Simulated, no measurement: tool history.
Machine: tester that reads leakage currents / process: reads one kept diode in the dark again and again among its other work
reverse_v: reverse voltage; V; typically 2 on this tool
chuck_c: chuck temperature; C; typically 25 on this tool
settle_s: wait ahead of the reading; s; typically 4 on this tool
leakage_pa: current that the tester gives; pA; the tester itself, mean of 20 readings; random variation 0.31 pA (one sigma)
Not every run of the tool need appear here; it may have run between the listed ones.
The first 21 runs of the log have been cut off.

run    hour  reverse_v  chuck_c  settle_s  hours of work since the probe card was cleaned  hours of work since the tester was calibrated  hours of work since the chuck was calibrated  leakage_pa
 22  2860.1       4.89       40      1.59                                            1821                                           4413                                           356      432.86
 23  3017.2       4.89       22      4.27                                            1912                                           4505                                           448      109.66
 24  3155.1          2       23         4                                            1993                                           4585                                           528       85.82
 25  3334.9          2       23         4                                            2098                                           4690                                           633       85.99
 26  3524.2       3.89       51         4                                            2208                                           4801                                           744      854.67
 27  3674.7       3.89       51         4                                            2296                                           4889                                           831      854.68
     3752.8  -- tester calibrated
 28    3846          2       22         4                                            2395                                             54                                           930       79.48
 29  3992.4          2       48      0.55                                            2481                                            140                                          1016      546.65
     4004.6  -- probe card cleaned and baked
 30  4182.8      11.86       50      1.01                                             104                                            249                                          1125      1198.2
 31  4323.3       1.51       46      2.77                                             186                                            331                                          1207      431.65
 32  4445.6       1.51       46      2.77                                             258                                            403                                          1279      429.69
 33  4564.8       2.58       25       0.7                                             327                                            472                                          1348      110.25
     4772.8  -- chuck's temperature calibrated
 34  4773.1        1.2       25         4                                             448                                            593                                             0       83.57
 35  4900.5        1.2       45      0.81                                             522                                            667                                            75      372.16
 36  5012.7          2       26       0.3                                             588                                            733                                           140      109.66
 37  5122.7          2       26       0.3                                             652                                            797                                           204      108.56

4 options for the next run, each taken on its own from the tool as it stands now. Forecast them:
  A  5213.8       5.87       25      0.34                                             705                                            850                                           258           ?
  B  5213.8       1.29       26       0.3                                             705                                            850                                           258           ?
  C  5213.8       10.1       37       0.3                                             705                                            850                                           258           ?
  D  5213.8       3.85       42         4                                             705                                            850                                           258           ?

run  leakage_pa
  A      149.14
  B       93.36
  C      454.62
  D       458.2
The same runs, with their run-to-run variation unchanged, on a tool lacking any hidden condition would have given:
run  leakage_pa
  A      149.09
  B       93.35
  C      454.56
  D       458.2
